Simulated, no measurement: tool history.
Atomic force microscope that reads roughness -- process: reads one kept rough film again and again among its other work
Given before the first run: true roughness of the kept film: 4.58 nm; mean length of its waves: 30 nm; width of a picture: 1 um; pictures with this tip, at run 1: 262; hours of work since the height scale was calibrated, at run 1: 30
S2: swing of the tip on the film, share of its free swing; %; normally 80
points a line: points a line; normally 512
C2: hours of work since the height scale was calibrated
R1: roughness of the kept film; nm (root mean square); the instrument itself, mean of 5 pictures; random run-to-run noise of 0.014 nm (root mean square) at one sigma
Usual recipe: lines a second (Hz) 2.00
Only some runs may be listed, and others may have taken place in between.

{"run": 1, "hour": 0.0, "lines a second (Hz)": 2.0, "S2": 80, "points a line": 512, "pictures with this tip": 262, "C2": 30, "R1": 2.723}
{"run": 2, "hour": 16.4, "lines a second (Hz)": 2.0, "S2": 80, "points a line": 512, "pictures with this tip": 286, "C2": 42, "R1": 2.672}
{"run": 3, "hour": 37.9, "lines a second (Hz)": 2.0, "S2": 80, "points a line": 512, "pictures with this tip": 317, "C2": 57, "R1": 2.624}
{"hour": 50.7, "done": "new tip fitted"}
{"run": 4, "hour": 52.1, "lines a second (Hz)": 2.0, "S2": 80, "points a line": 512, "pictures with this tip": 2, "C2": 67, "R1": 3.398}
{"run": 5, "hour": 77.3, "lines a second (Hz)": 2.0, "S2": 80, "points a line": 512, "pictures with this tip": 39, "C2": 85, "R1": 3.285}
{"run": 6, "hour": 97.0, "lines a second (Hz)": 2.0, "S2": 66, "points a line": 512, "pictures with this tip": 67, "C2": 99, "R1": 3.547}
{"run": 7, "hour": 117.6, "lines a second (Hz)": 2.0, "S2": 71, "points a line": 512, "pictures with this tip": 97, "C2": 114, "R1": 3.352}
{"run": 8, "hour": 129.3, "lines a second (Hz)": 2.0, "S2": 71, "points a line": 512, "pictures with this tip": 113, "C2": 123, "R1": 3.285}
{"run": 9, "hour": 152.7, "lines a second (Hz)": 2.0, "S2": 71, "points a line": 512, "pictures with this tip": 147, "C2": 140, "R1": 3.191}
{"run": 10, "hour": 166.9, "lines a second (Hz)": 2.0, "S2": 63, "points a line": 512, "pictures with this tip": 167, "C2": 150, "R1": 3.302}
{"run": 11, "hour": 192.7, "lines a second (Hz)": 2.0, "S2": 63, "points a line": 512, "pictures with this tip": 204, "C2": 168, "R1": 3.219}
{"run": 12, "hour": 218.4, "lines a second (Hz)": 2.0, "S2": 80, "points a line": 512, "pictures with this tip": 241, "C2": 187, "R1": 2.767}
{"run": 13, "hour": 240.7, "lines a second (Hz)": 2.0, "S2": 80, "points a line": 512, "pictures with this tip": 273, "C2": 203, "R1": 2.706}
{"run": 14, "hour": 253.3, "lines a second (Hz)": 2.0, "S2": 80, "points a line": 512, "pictures with this tip": 291, "C2": 212, "R1": 2.684}
{"run": 15, "hour": 264.9, "lines a second (Hz)": 2.0, "S2": 80, "points a line": 512, "pictures with this tip": 308, "C2": 220, "R1": 2.654}
{"hour": 283.7, "done": "new tip fitted"}
{"run": 16, "hour": 283.7, "lines a second (Hz)": 0.56, "S2": 84, "points a line": 850, "pictures with this tip": 0, "C2": 233, "R1": 3.86}
{"run": 17, "hour": 304.9, "lines a second (Hz)": 0.52, "S2": 73, "points a line": 959, "pictures with this tip": 31, "C2": 249, "R1": 3.876}
{"run": 18, "hour": 326.1, "lines a second (Hz)": 0.52, "S2": 73, "points a line": 959, "pictures with this tip": 61, "C2": 264, "R1": 3.764}
{"run": 19, "hour": 337.6, "lines a second (Hz)": 2.23, "S2": 64, "points a line": 450, "pictures with this tip": 78, "C2": 272, "R1": 3.495}
{"run": 20, "hour": 360.0, "lines a second (Hz)": 2.23, "S2": 64, "points a line": 450, "pictures with this tip": 110, "C2": 288, "R1": 3.4}
{"run": 21, "hour": 370.9, "lines a second (Hz)": 2.23, "S2": 84, "points a line": 456, "pictures with this tip": 126, "C2": 296, "R1": 2.837}
{"run": 22, "hour": 393.0, "lines a second (Hz)": 2.23, "S2": 84, "points a line": 456, "pictures with this tip": 157, "C2": 312, "R1": 2.785}
{"run": 23, "hour": 411.9, "lines a second (Hz)": 2.18, "S2": 75, "points a line": 871, "pictures with this tip": 185, "C2": 326, "R1": 2.983}
{"run": 24, "hour": 423.0, "lines a second (Hz)": 1.03, "S2": 70, "points a line": 261, "pictures with this tip": 200, "C2": 334, "R1": 3.231}
{"run": 25, "hour": 434.3, "lines a second (Hz)": 3.46, "S2": 65, "points a line": 516, "pictures with this tip": 217, "C2": 342, "R1": 2.942}
{"run": 26, "hour": 451.9, "lines a second (Hz)": 3.46, "S2": 65, "points a line": 516, "pictures with this tip": 242, "C2": 354, "R1": 2.904}
{"run": 27, "hour": 473.9, "lines a second (Hz)": 3.46, "S2": 65, "points a line": 516, "pictures with this tip": 274, "C2": 370, "R1": 2.882}
{"run": 28, "hour": 489.5, "lines a second (Hz)": 1.78, "S2": 80, "points a line": 387, "pictures with this tip": 296, "C2": 381, "R1": 2.707}

Subtracting, for every run, the result it would have given without the tool's unlogged condition from the measured result gives the following. The same run-to-run variation enters both numbers; the gauge's scatter may not:
The hidden state here: radius of the tip, nm; height scale over the true one, %; drift of the gauge itself on roughness_nm, %.
run=1 R1=-0.682
run=2 R1=-0.731
run=3 R1=-0.793
run=4 R1=-0.014
run=5 R1=-0.128
run=6 R1=-0.229
run=7 R1=-0.316
run=8 R1=-0.357
run=9 R1=-0.451
run=10 R1=-0.526
run=11 R1=-0.624
run=12 R1=-0.626
run=13 R1=-0.692
run=14 R1=-0.728
run=15 R1=-0.763
run=16 R1=-0.001
run=17 R1=-0.119
run=18 R1=-0.232
run=19 R1=-0.273
run=20 R1=-0.368
run=21 R1=-0.353
run=22 R1=-0.425
run=23 R1=-0.532
run=24 R1=-0.624
run=25 R1=-0.618
run=26 R1=-0.669
run=27 R1=-0.740
run=28 R1=-0.751

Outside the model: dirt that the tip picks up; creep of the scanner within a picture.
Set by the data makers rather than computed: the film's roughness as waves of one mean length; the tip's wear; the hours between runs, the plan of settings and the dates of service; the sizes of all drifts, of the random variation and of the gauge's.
